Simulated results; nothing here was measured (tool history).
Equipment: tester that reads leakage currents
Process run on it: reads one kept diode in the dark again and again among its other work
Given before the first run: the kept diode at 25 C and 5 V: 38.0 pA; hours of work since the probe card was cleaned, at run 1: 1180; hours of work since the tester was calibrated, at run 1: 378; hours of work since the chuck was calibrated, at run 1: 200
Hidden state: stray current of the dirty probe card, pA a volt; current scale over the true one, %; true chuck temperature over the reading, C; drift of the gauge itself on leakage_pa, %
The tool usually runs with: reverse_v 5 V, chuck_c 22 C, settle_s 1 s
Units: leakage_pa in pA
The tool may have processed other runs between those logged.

| run | hour | reverse_v | chuck_c | settle_s | hours of work since the probe card was cleaned | hours of work since the tester was calibrated | hours of work since the chuck was calibrated | leakage_pa |
|---|---|---|---|---|---|---|---|---|
| 1 | 0 | 5 | 22 | 1 | 1180 | 378 | 200 | 36.04 |
| 2 | 27 | 1.95 | 22 | 1 | 1194 | 392 | 214 | 19.72 |
| 3 | 57.1 | 1.95 | 22 | 1 | 1210 | 408 | 230 | 19.84 |
| 4 | 82.4 | 1.95 | 22 | 1 | 1223 | 421 | 243 | 19.69 |
| 5 | 107.5 | 5 | 22 | 2.51 | 1236 | 434 | 256 | 35.21 |
| 6 | 123.8 | 5 | 22 | 2.51 | 1244 | 443 | 264 | 35.58 |
| 7 | 142.8 | 5 | 22 | 2.51 | 1254 | 452 | 274 | 35.38 |
| 8 | 167.8 | 5 | 22 | 2.51 | 1267 | 465 | 287 | 35.71 |
| 9 | 184.4 | 5 | 22 | 1 | 1276 | 474 | 295 | 36.44 |
| 10 | 207.4 | 5 | 22 | 1 | 1288 | 486 | 307 | 36.72 |
| 11 | 232.9 | 5 | 22 | 1 | 1301 | 499 | 321 | 36.73 |
| 12 | 262.5 | 5 | 22 | 1 | 1316 | 515 | 336 | 36.75 |
| 13 | 278.1 | 5 | 22 | 1 | 1324 | 523 | 344 | 36.74 |
| 14 | 297.9 | 5 | 22 | 1 | 1335 | 533 | 354 | 36.76 |
| 15 | 328.5 | 5 | 22 | 2.98 | 1350 | 549 | 370 | 35.97 |
| 16 | 351.3 | 5 | 22 | 2.98 | 1362 | 561 | 382 | 36.02 |
| 17 | 368.8 | 5 | 22 | 2.98 | 1371 | 570 | 391 | 35.81 |
| 18 | 390.6 | 5 | 22 | 2.98 | 1383 | 581 | 402 | 35.84 |
| 19 | 404.5 | 5 | 22 | 1 | 1390 | 588 | 410 | 37.06 |
| 20 | 418.9 | 5 | 22 | 1 | 1397 | 596 | 417 | 37.39 |
| 21 | 440.9 | 2.03 | 34 | 1.75 | 1409 | 607 | 428 | 48.29 |
| 22 | 459.6 | 2.03 | 34 | 1.75 | 1418 | 617 | 438 | 48.56 |
| 23 | 478.2 | 12.34 | 25 | 0.49 | 1428 | 626 | 448 | 86.79 |
| 24 | 506.8 | 12.34 | 43 | 3.53 | 1443 | 641 | 463 | 270.65 |
| 25 | 534.8 | 12.34 | 43 | 3.53 | 1457 | 656 | 477 | 270.3 |
| 26 | 561.2 | 5.59 | 22 | 1 | 1471 | 669 | 491 | 40.5 |
| 27 | 588.8 | 1.4 | 58 | 9.49 | 1485 | 684 | 505 | 199.74 |
| 28 | 612.6 | 1.4 | 58 | 9.49 | 1498 | 696 | 517 | 200.36 |
| 29 | 628.3 | 2.89 | 38 | 9.49 | 1506 | 704 | 526 | 79.98 |
| 30 | 644.7 | 1.79 | 38 | 0.36 | 1514 | 713 | 534 | 61.67 |
| 31 | 666.9 | 1.79 | 38 | 0.36 | 1526 | 724 | 546 | 61.89 |
| 32 | 687.2 | 1.79 | 38 | 0.36 | 1536 | 735 | 556 | 61.94 |

Estimate the outcome of run 33 from the log above:
| 33 | 715.7 | 1.2 | 42 | 2.72 | 1551 | 749 | 571 | ? |

leakage_pa: 62.57 pA
Had the tool carried no hidden state, the very same run would have given leakage_pa 59.31 pA.

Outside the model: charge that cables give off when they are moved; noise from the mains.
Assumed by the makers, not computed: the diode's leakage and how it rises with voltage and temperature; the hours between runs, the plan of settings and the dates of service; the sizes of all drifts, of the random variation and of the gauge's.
